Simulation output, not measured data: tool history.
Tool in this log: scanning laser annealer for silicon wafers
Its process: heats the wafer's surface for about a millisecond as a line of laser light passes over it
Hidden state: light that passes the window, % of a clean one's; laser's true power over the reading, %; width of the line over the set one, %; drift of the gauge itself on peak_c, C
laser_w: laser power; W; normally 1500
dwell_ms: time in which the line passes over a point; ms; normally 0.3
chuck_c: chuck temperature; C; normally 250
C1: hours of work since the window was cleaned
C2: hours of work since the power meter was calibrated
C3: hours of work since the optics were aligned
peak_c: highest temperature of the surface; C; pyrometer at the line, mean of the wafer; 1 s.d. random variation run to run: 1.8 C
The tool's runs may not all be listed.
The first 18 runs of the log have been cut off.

{"hour": 1245.6, "done": "optics aligned, line set to its width"}
{"run": 19, "hour": 1245.6, "laser_w": 1377, "dwell_ms": 0.3, "chuck_c": 250, "C1": 299, "C2": 2327, "C3": 0, "peak_c": 908}
{"run": 20, "hour": 1290.2, "laser_w": 1372, "dwell_ms": 0.362, "chuck_c": 254, "C1": 334, "C2": 2361, "C3": 35, "peak_c": 970}
{"run": 21, "hour": 1373.2, "laser_w": 1500, "dwell_ms": 0.3, "chuck_c": 243, "C1": 398, "C2": 2426, "C3": 99, "peak_c": 955}
{"run": 22, "hour": 1454.8, "laser_w": 1500, "dwell_ms": 0.34, "chuck_c": 243, "C1": 461, "C2": 2489, "C3": 163, "peak_c": 995}
{"run": 23, "hour": 1506.2, "laser_w": 1335, "dwell_ms": 0.299, "chuck_c": 213, "C1": 501, "C2": 2529, "C3": 203, "peak_c": 843}
{"run": 24, "hour": 1581.1, "laser_w": 1437, "dwell_ms": 0.29, "chuck_c": 285, "C1": 560, "C2": 2588, "C3": 261, "peak_c": 951}
{"run": 25, "hour": 1651.8, "laser_w": 1609, "dwell_ms": 0.309, "chuck_c": 276, "C1": 615, "C2": 2643, "C3": 316, "peak_c": 1046}
{"run": 26, "hour": 1697.3, "laser_w": 1424, "dwell_ms": 0.257, "chuck_c": 282, "C1": 650, "C2": 2678, "C3": 351, "peak_c": 907}
{"run": 27, "hour": 1784.6, "laser_w": 1487, "dwell_ms": 0.254, "chuck_c": 236, "C1": 718, "C2": 2746, "C3": 419, "peak_c": 876}
{"run": 28, "hour": 1832.4, "laser_w": 1484, "dwell_ms": 0.297, "chuck_c": 281, "C1": 755, "C2": 2783, "C3": 456, "peak_c": 971}
{"run": 29, "hour": 1872.9, "laser_w": 1484, "dwell_ms": 0.297, "chuck_c": 281, "C1": 786, "C2": 2814, "C3": 488, "peak_c": 971}
{"hour": 1942.4, "done": "window over the wafer cleaned"}
{"run": 30, "hour": 1951.6, "laser_w": 1484, "dwell_ms": 0.37, "chuck_c": 281, "C1": 7, "C2": 2874, "C3": 547, "peak_c": 1071}
{"run": 31, "hour": 2002.0, "laser_w": 1484, "dwell_ms": 0.37, "chuck_c": 281, "C1": 46, "C2": 2913, "C3": 587, "peak_c": 1067}
{"run": 32, "hour": 2052.0, "laser_w": 1484, "dwell_ms": 0.37, "chuck_c": 281, "C1": 85, "C2": 2952, "C3": 625, "peak_c": 1065}
{"run": 33, "hour": 2134.7, "laser_w": 1484, "dwell_ms": 0.22, "chuck_c": 281, "C1": 149, "C2": 3016, "C3": 690, "peak_c": 894}
{"run": 34, "hour": 2224.4, "laser_w": 1484, "dwell_ms": 0.22, "chuck_c": 281, "C1": 219, "C2": 3086, "C3": 759, "peak_c": 891}
{"run": 35, "hour": 2263.6, "laser_w": 1400, "dwell_ms": 0.3, "chuck_c": 217, "C1": 250, "C2": 3117, "C3": 790, "peak_c": 881}

Predict each of these 5 candidate next runs independently; none follows another, all start after run 35:
{"run": "A", "hour": 2313.9, "laser_w": 1623, "dwell_ms": 0.259, "chuck_c": 287, "C1": 289, "C2": 3156, "C3": 829, "peak_c": "?"}
{"run": "B", "hour": 2313.9, "laser_w": 1555, "dwell_ms": 0.326, "chuck_c": 232, "C1": 289, "C2": 3156, "C3": 829, "peak_c": "?"}
{"run": "C", "hour": 2313.9, "laser_w": 1368, "dwell_ms": 0.3, "chuck_c": 217, "C1": 289, "C2": 3156, "C3": 829, "peak_c": "?"}
{"run": "D", "hour": 2313.9, "laser_w": 1611, "dwell_ms": 0.327, "chuck_c": 270, "C1": 289, "C2": 3156, "C3": 829, "peak_c": "?"}
{"run": "E", "hour": 2313.9, "laser_w": 1424, "dwell_ms": 0.301, "chuck_c": 232, "C1": 289, "C2": 3156, "C3": 829, "peak_c": "?"}

run=A peak_c=1004
run=B peak_c=998
run=C peak_c=867
run=D peak_c=1059
run=E peak_c=912
Stripped of hidden state, with their random variation kept, the same runs would have yielded:
run=A peak_c=1026
run=B peak_c=1022
run=C peak_c=888
run=D peak_c=1083
run=E peak_c=933
